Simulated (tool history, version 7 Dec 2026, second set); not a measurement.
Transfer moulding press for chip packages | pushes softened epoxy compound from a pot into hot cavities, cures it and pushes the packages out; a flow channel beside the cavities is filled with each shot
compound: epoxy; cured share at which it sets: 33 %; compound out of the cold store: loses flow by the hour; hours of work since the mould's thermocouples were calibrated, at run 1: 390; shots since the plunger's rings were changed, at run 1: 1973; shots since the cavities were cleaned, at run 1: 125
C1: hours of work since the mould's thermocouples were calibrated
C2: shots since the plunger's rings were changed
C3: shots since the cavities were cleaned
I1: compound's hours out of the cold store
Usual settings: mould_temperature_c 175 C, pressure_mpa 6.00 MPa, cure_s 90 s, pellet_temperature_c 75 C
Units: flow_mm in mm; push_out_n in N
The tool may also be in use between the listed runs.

{"run": 1, "hour": 0.0, "mould_temperature_c": 175, "pressure_mpa": 6.0, "cure_s": 90, "pellet_temperature_c": 75, "C1": 390, "C2": 1973, "C3": 125, "I1": 20.5, "flow_mm": 571, "push_out_n": 449}
{"run": 2, "hour": 11.8, "mould_temperature_c": 175, "pressure_mpa": 6.0, "cure_s": 90, "pellet_temperature_c": 75, "C1": 399, "C2": 2134, "C3": 286, "I1": 36.1, "flow_mm": 526, "push_out_n": 505}
{"hour": 25.1, "done": "mould's thermocouples calibrated"}
{"hour": 31.8, "done": "cavities cleaned with cleaning compound and waxed"}
{"run": 3, "hour": 39.5, "mould_temperature_c": 175, "pressure_mpa": 6.09, "cure_s": 90, "pellet_temperature_c": 75, "C1": 9, "C2": 2467, "C3": 106, "I1": 21.8, "flow_mm": 574, "push_out_n": 766}
{"run": 4, "hour": 54.5, "mould_temperature_c": 175, "pressure_mpa": 5.63, "cure_s": 90, "pellet_temperature_c": 75, "C1": 20, "C2": 2671, "C3": 310, "I1": 12.3, "flow_mm": 570, "push_out_n": 826}
{"hour": 71.4, "done": "cavities cleaned with cleaning compound and waxed"}
{"run": 5, "hour": 75.7, "mould_temperature_c": 175, "pressure_mpa": 6.0, "cure_s": 113, "pellet_temperature_c": 75, "C1": 34, "C2": 2941, "C3": 59, "I1": 40.1, "flow_mm": 496, "push_out_n": 354}
{"hour": 97.7, "done": "cavities cleaned with cleaning compound and waxed, once more"}
{"run": 6, "hour": 101.3, "mould_temperature_c": 175, "pressure_mpa": 6.0, "cure_s": 113, "pellet_temperature_c": 75, "C1": 52, "C2": 3272, "C3": 49, "I1": 30.1, "flow_mm": 526, "push_out_n": 341}
{"run": 7, "hour": 127.5, "mould_temperature_c": 175, "pressure_mpa": 6.0, "cure_s": 90, "pellet_temperature_c": 77, "C1": 71, "C2": 3630, "C3": 407, "I1": 40.0, "flow_mm": 498, "push_out_n": 545}
{"hour": 135.6, "done": "cavities cleaned with cleaning compound and waxed"}
{"run": 8, "hour": 141.2, "mould_temperature_c": 175, "pressure_mpa": 6.0, "cure_s": 90, "pellet_temperature_c": 77, "C1": 79, "C2": 3797, "C3": 77, "I1": 34.6, "flow_mm": 514, "push_out_n": 433}
{"run": 9, "hour": 159.4, "mould_temperature_c": 175, "pressure_mpa": 5.97, "cure_s": 90, "pellet_temperature_c": 75, "C1": 93, "C2": 4046, "C3": 326, "I1": 32.6, "flow_mm": 506, "push_out_n": 534}
{"hour": 173.5, "done": "cavities cleaned with cleaning compound and waxed"}
{"run": 10, "hour": 173.5, "mould_temperature_c": 175, "pressure_mpa": 5.97, "cure_s": 90, "pellet_temperature_c": 75, "C1": 102, "C2": 4220, "C3": 0, "I1": 35.3, "flow_mm": 502, "push_out_n": 389}
{"run": 11, "hour": 184.8, "mould_temperature_c": 175, "pressure_mpa": 5.97, "cure_s": 90, "pellet_temperature_c": 75, "C1": 110, "C2": 4374, "C3": 154, "I1": 26.4, "flow_mm": 516, "push_out_n": 478}
{"hour": 211.9, "done": "cavities cleaned with cleaning compound and waxed"}
{"run": 12, "hour": 212.6, "mould_temperature_c": 180, "pressure_mpa": 5.97, "cure_s": 76, "pellet_temperature_c": 68, "C1": 129, "C2": 4734, "C3": 9, "I1": 16.2, "flow_mm": 532, "push_out_n": 399}
{"run": 13, "hour": 223.7, "mould_temperature_c": 178, "pressure_mpa": 5.97, "cure_s": 76, "pellet_temperature_c": 72, "C1": 137, "C2": 4886, "C3": 161, "I1": 39.9, "flow_mm": 483, "push_out_n": 494}
{"run": 14, "hour": 243.6, "mould_temperature_c": 175, "pressure_mpa": 6.37, "cure_s": 85, "pellet_temperature_c": 75, "C1": 151, "C2": 5159, "C3": 434, "I1": 30.8, "flow_mm": 521, "push_out_n": 624}
{"hour": 250.3, "done": "cavities cleaned with cleaning compound and waxed"}
{"run": 15, "hour": 259.6, "mould_temperature_c": 175, "pressure_mpa": 6.37, "cure_s": 85, "pellet_temperature_c": 75, "C1": 162, "C2": 5358, "C3": 128, "I1": 18.8, "flow_mm": 554, "push_out_n": 499}
{"run": 16, "hour": 271.8, "mould_temperature_c": 175, "pressure_mpa": 6.37, "cure_s": 85, "pellet_temperature_c": 75, "C1": 171, "C2": 5526, "C3": 296, "I1": 38.2, "flow_mm": 499, "push_out_n": 548}
{"hour": 288.0, "done": "cavities cleaned with cleaning compound and waxed"}
{"run": 17, "hour": 293.7, "mould_temperature_c": 176, "pressure_mpa": 6.37, "cure_s": 79, "pellet_temperature_c": 72, "C1": 185, "C2": 5804, "C3": 77, "I1": 42.8, "flow_mm": 480, "push_out_n": 479}
{"run": 18, "hour": 320.8, "mould_temperature_c": 176, "pressure_mpa": 6.37, "cure_s": 79, "pellet_temperature_c": 72, "C1": 205, "C2": 6176, "C3": 449, "I1": 28.1, "flow_mm": 510, "push_out_n": 675}
{"hour": 326.7, "done": "cavities cleaned with cleaning compound and waxed"}
{"run": 19, "hour": 335.4, "mould_temperature_c": 176, "pressure_mpa": 6.37, "cure_s": 79, "pellet_temperature_c": 72, "C1": 214, "C2": 6355, "C3": 119, "I1": 34.8, "flow_mm": 489, "push_out_n": 519}
{"hour": 349.8, "done": "plunger's sealing rings changed"}
{"run": 20, "hour": 360.7, "mould_temperature_c": 167, "pressure_mpa": 7.11, "cure_s": 97, "pellet_temperature_c": 79, "C1": 231, "C2": 150, "C3": 432, "I1": 11.2, "flow_mm": 695, "push_out_n": 858}
{"hour": 368.4, "done": "cavities cleaned with cleaning compound and waxed"}
{"run": 21, "hour": 374.5, "mould_temperature_c": 169, "pressure_mpa": 6.6, "cure_s": 95, "pellet_temperature_c": 75, "C1": 240, "C2": 318, "C3": 84, "I1": 32.0, "flow_mm": 600, "push_out_n": 523}

4 ways to go on from here, each from the tool as it stands after run 21. What would each give?
{"run": "A", "hour": 390.3, "mould_temperature_c": 169, "pressure_mpa": 6.6, "cure_s": 114, "pellet_temperature_c": 75, "C1": 251, "C2": 534, "C3": 300, "I1": 10.0, "flow_mm": "?", "push_out_n": "?"}
{"run": "B", "hour": 390.3, "mould_temperature_c": 175, "pressure_mpa": 6.71, "cure_s": 74, "pellet_temperature_c": 75, "C1": 251, "C2": 534, "C3": 300, "I1": 8.5, "flow_mm": "?", "push_out_n": "?"}
{"run": "C", "hour": 390.3, "mould_temperature_c": 178, "pressure_mpa": 5.46, "cure_s": 74, "pellet_temperature_c": 75, "C1": 251, "C2": 534, "C3": 300, "I1": 8.9, "flow_mm": "?", "push_out_n": "?"}
{"run": "D", "hour": 390.3, "mould_temperature_c": 178, "pressure_mpa": 6.0, "cure_s": 125, "pellet_temperature_c": 81, "C1": 251, "C2": 534, "C3": 300, "I1": 16.6, "flow_mm": "?", "push_out_n": "?"}

run=A flow_mm=664 push_out_n=503
run=B flow_mm=660 push_out_n=832
run=C flow_mm=589 push_out_n=647
run=D flow_mm=593 push_out_n=447
Without the tool's hidden state the same runs would have given:
run=A flow_mm=676 push_out_n=373
run=B flow_mm=671 push_out_n=630
run=C flow_mm=599 push_out_n=485
run=D flow_mm=603 push_out_n=321
